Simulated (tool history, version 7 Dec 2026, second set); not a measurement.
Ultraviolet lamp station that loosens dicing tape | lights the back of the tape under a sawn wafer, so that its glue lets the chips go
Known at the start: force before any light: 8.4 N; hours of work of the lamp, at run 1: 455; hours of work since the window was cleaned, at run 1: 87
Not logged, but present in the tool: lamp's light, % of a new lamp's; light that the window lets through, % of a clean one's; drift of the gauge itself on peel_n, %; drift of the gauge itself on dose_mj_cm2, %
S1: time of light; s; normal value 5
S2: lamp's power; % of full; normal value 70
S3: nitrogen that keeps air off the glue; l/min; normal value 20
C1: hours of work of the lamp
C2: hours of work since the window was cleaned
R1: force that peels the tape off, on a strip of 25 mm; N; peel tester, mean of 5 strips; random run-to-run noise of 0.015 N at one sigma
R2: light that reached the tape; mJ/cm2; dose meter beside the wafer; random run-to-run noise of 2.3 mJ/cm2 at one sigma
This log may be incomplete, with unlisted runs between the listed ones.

run	day	S1	S2	S3	C1	C2	R1	R2
1	0.000	5	70	20	455	87	0.678	216
2	1.400	5	70	20	481	113	0.670	217
3	2.612	9	70	20	504	136	0.164	389
4	4.708	5	81	20	544	176	0.480	249
5	5.954	5	70	20	568	200	0.664	219
6	7.967	5	70	11	606	238	1.065	218
7	8.867	5	70	20	623	255	0.701	219
8	10.350	5	70	20	651	283	0.708	214
9	12.212	5	91	20	686	318	0.371	279
10	13.979	6	91	20	720	352	0.228	341
11	15.542	6	91	20	749	381	0.226	344
12	17.383	5	70	20	784	416	0.695	219
13	18.333	5	70	20	802	434	0.663	217
14	19.379	5	70	20	822	454	0.680	214
15	20.896	5	70	20	851	483	0.699	216
16	22.000	5	70	20	872	504	0.704	215
17	23.212	5	70	20	895	527	0.684	216
# day 23.683: window cleaned of glue's vapour
18	25.112	5	70	20	930	27	0.709	221
19	26.879	5	91	20	964	61	0.369	281
20	27.929	5	93	13	984	81	0.510	290
21	28.796	3	93	16	1000	97	1.299	177
22	30.075	3	93	16	1024	121	1.328	171
23	32.112	3	93	16	1063	160	1.257	173
24	34.146	3	93	16	1102	198	1.311	172
25	35.488	4	80	9	1127	224	1.512	198
26	36.858	8	80	15	1153	250	0.194	398
27	38.700	8	80	15	1188	285	0.191	398
28	39.688	8	80	15	1207	303	0.200	395
29	41.679	2	85	13	1244	341	2.974	107
30	43.771	2	85	13	1284	381	2.952	104
31	45.338	2	85	13	1314	410	2.966	104
32	46.621	2	85	9	1338	435	3.328	107
# day 46.921: lamp changed
33	48.317	3	67	14	27	466	2.302	126
34	49.846	3	71	39	55	495	1.263	133
35	51.896	2	67	9	94	534	4.090	80
# day 52.071: window cleaned of glue's vapour
36	53.196	5	89	24	119	21	0.328	274
37	54.946	5	89	24	152	54	0.327	279
38	56.875	5	89	24	188	91	0.321	275

Alternative continuations, all from the tool just after run 38; predict every row:
A	57.725	2	65	24	204	107	?	?
B	57.725	5	90	24	204	107	?	?
C	57.725	2	65	37	204	107	?	?
D	57.725	5	62	20	204	107	?	?

run	R1	R2
A	2.984	81
B	0.309	280
C	2.667	84
D	0.916	195
The same runs, with their run-to-run variation unchanged, on a tool lacking any hidden condition would have given:
run	R1	R2
A	2.982	81
B	0.309	280
C	2.665	84
D	0.915	196

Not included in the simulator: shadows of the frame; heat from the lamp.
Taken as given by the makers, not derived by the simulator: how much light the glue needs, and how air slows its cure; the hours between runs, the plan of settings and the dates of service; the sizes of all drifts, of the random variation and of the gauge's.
